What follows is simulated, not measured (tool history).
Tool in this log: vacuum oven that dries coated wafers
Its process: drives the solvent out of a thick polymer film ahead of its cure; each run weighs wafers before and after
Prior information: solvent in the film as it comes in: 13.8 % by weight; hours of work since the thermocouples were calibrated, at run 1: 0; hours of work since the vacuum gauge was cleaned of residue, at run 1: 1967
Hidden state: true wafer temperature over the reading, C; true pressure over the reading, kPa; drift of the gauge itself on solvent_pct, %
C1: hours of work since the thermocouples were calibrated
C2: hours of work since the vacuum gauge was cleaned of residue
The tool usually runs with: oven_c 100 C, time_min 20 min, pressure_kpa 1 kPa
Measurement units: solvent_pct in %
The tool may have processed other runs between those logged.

Run 1, hour 0: usual settings; C1 0; C2 1967. Result: solvent_pct 2.15 %.
Run 2, hour 63: usual settings; C1 37; C2 2004. Result: solvent_pct 2.2 %.
Run 3, hour 140: usual settings but oven_c 97 C; C1 82; C2 2050. Result: solvent_pct 2.68 %.
Run 4, hour 210.7: usual settings but oven_c 104 C; C1 124; C2 2091. Result: solvent_pct 1.57 %.
Run 5, hour 273.2: usual settings but oven_c 94 C; C1 161; C2 2128. Result: solvent_pct 3.24 %.
At hour 293.6: vacuum gauge cleaned of residue and calibrated.
Run 6, hour 355.1: usual settings but oven_c 94 C; C1 208; C2 36. Result: solvent_pct 2.96 %.
Run 7, hour 432.7: usual settings but oven_c 94 C, pressure_kpa 0.72 kPa; C1 254; C2 82. Result: solvent_pct 2.89 %.
Run 8, hour 516.1: usual settings but oven_c 94 C, pressure_kpa 0.72 kPa; C1 303; C2 131. Result: solvent_pct 2.81 %.
Run 9, hour 565.1: usual settings but oven_c 87 C; C1 332; C2 160. Result: solvent_pct 4.34 %.
Run 10, hour 635.4: usual settings but oven_c 109 C; C1 373; C2 201. Result: solvent_pct 0.82 %.
Run 11, hour 716.7: usual settings but oven_c 109 C; C1 421; C2 249. Result: solvent_pct 0.84 %.
Run 12, hour 805.5: usual settings but oven_c 109 C; C1 474; C2 302. Result: solvent_pct 0.92 %.
Run 13, hour 849.9: usual settings; C1 500; C2 328. Result: solvent_pct 1.77 %.
Run 14, hour 896.1: usual settings; C1 527; C2 355. Result: solvent_pct 1.75 %.
Run 15, hour 948.1: usual settings but oven_c 96 C; C1 558; C2 386. Result: solvent_pct 2.54 %.
Run 16, hour 994.8: usual settings but oven_c 96 C; C1 585; C2 413. Result: solvent_pct 2.44 %.
At hour 1000.8: oven's thermocouples calibrated.
Run 17, hour 1083.4: usual settings but oven_c 96 C, pressure_kpa 3.86 kPa; C1 49; C2 464. Result: solvent_pct 3.53 %.
Run 18, hour 1168.5: usual settings but oven_c 96 C, pressure_kpa 3.86 kPa; C1 99; C2 514. Result: solvent_pct 3.52 %.
Run 19, hour 1243.9: usual settings; C1 143; C2 559. Result: solvent_pct 1.74 %.
Run 20, hour 1297.1: usual settings but pressure_kpa 1.92 kPa; C1 175; C2 590. Result: solvent_pct 2.06 %.
Run 21, hour 1381.9: usual settings but pressure_kpa 1.92 kPa; C1 224; C2 640. Result: solvent_pct 1.97 %.
Run 22, hour 1446.8: usual settings; C1 263; C2 678. Result: solvent_pct 1.68 %.
At hour 1477: oven's thermocouples calibrated, once more.
Run 23, hour 1524.1: usual settings; C1 28; C2 722. Result: solvent_pct 2.01 %.
Run 24, hour 1609.5: usual settings but oven_c 110 C, time_min 27 min, pressure_kpa 2.64 kPa; C1 78; C2 773. Result: solvent_pct 1.02 %.
Run 25, hour 1680.5: usual settings but oven_c 99 C, time_min 24 min; C1 120; C2 815. Result: solvent_pct 1.68 %.
Run 26, hour 1753.1: usual settings but oven_c 103 C, time_min 33 min, pressure_kpa 0.96 kPa; C1 163; C2 857. Result: solvent_pct 0.67 %.
Run 27, hour 1826.9: usual settings but oven_c 103 C, time_min 33 min, pressure_kpa 0.96 kPa; C1 206; C2 901. Result: solvent_pct 0.73 %.
Run 28, hour 1895.1: usual settings but oven_c 89 C, time_min 16 min; C1 246; C2 941. Result: solvent_pct 4.76 %.
Run 29, hour 1990.1: usual settings but oven_c 92 C, time_min 16 min, pressure_kpa 3.95 kPa; C1 302; C2 997. Result: solvent_pct 5.32 %.
Run 30, hour 2032.1: usual settings but oven_c 114 C, time_min 23 min, pressure_kpa 1.66 kPa; C1 327; C2 1022. Result: solvent_pct 0.71 %.
Run 31, hour 2114.9: usual settings but oven_c 105 C, time_min 23 min, pressure_kpa 3.17 kPa; C1 376; C2 1071. Result: solvent_pct 1.67 %.
Run 32, hour 2154.6: usual settings but oven_c 90 C, time_min 36 min; C1 399; C2 1094. Result: solvent_pct 1.82 %.
Run 33, hour 2196.7: usual settings but oven_c 104 C, time_min 18 min; C1 424; C2 1119. Result: solvent_pct 1.62 %.
Run 34, hour 2268.9: usual settings but pressure_kpa 2.56 kPa; C1 467; C2 1161. Result: solvent_pct 2.48 %.
Run 35, hour 2344.3: usual settings but pressure_kpa 2.56 kPa; C1 511; C2 1206. Result: solvent_pct 2.47 %.
Run 36, hour 2398.3: usual settings but oven_c 86 C, time_min 28 min, pressure_kpa 1.28 kPa; C1 543; C2 1238. Result: solvent_pct 3.42 %.
Run 37, hour 2450.4: usual settings but oven_c 105 C, time_min 13 min, pressure_kpa 0.6 kPa; C1 573; C2 1268. Result: solvent_pct 2.26 %.
Run 38, hour 2517: usual settings but oven_c 105 C, time_min 12 min; C1 613; C2 1307. Result: solvent_pct 2.66 %.
Run 39, hour 2576.3: usual settings but oven_c 105 C, time_min 22 min, pressure_kpa 2.06 kPa; C1 648; C2 1342. Result: solvent_pct 1.37 %.
Run 40, hour 2671.5: usual settings but oven_c 105 C, time_min 32 min, pressure_kpa 1.17 kPa; C1 704; C2 1398. Result: solvent_pct 0.6 %.
Run 41, hour 2745.3: usual settings but oven_c 105 C, time_min 32 min, pressure_kpa 1.17 kPa; C1 747; C2 1442. Result: solvent_pct 0.74 %.
Run 42, hour 2812.6: usual settings but oven_c 104 C, time_min 13 min, pressure_kpa 1.08 kPa; C1 787; C2 1482. Result: solvent_pct 2.51 %.
Run 43, hour 2883.8: usual settings but oven_c 94 C, time_min 19 min, pressure_kpa 3.26 kPa; C1 829; C2 1524. Result: solvent_pct 3.85 %.
Run 44, hour 2968.3: usual settings but oven_c 94 C, time_min 19 min, pressure_kpa 3.26 kPa; C1 879; C2 1573. Result: solvent_pct 3.86 %.
Run 45, hour 3046.1: usual settings but oven_c 95 C, time_min 32 min; C1 924; C2 1619. Result: solvent_pct 1.43 %.
Run 46, hour 3126.1: usual settings but oven_c 93 C, time_min 32 min; C1 971; C2 1666. Result: solvent_pct 1.49 %.

Difference, measured minus no-hidden-state, one row per run. Run-to-run variation is common to both terms; the gauge's own scatter need not be:
run  solvent_pct
  1        +0.21
  2         +0.2
  3         +0.2
  4        +0.17
  5         +0.2
  6        -0.08
  7        -0.09
  8        -0.11
  9        -0.12
 10        -0.05
 11        -0.05
 12        -0.06
 13        -0.13
 14        -0.13
 15        -0.17
 16        -0.18
 17         -0.3
 18        -0.32
 19        -0.24
 20        -0.26
 21        -0.28
 22        -0.27
 23        +0.01
 24        +0.03
 25           +0
 26        +0.05
 27        +0.04
 28        -0.09
 29        -0.13
 30        +0.03
 31        -0.04
 32        -0.03
 33        -0.08
 34        -0.11
 35        -0.13
 36        -0.15
 37        -0.17
 38         -0.2
 39        -0.08
 40        +0.04
 41        +0.04
 42        -0.25
 43        -0.31
 44        -0.32
 45        -0.09
 46        -0.13
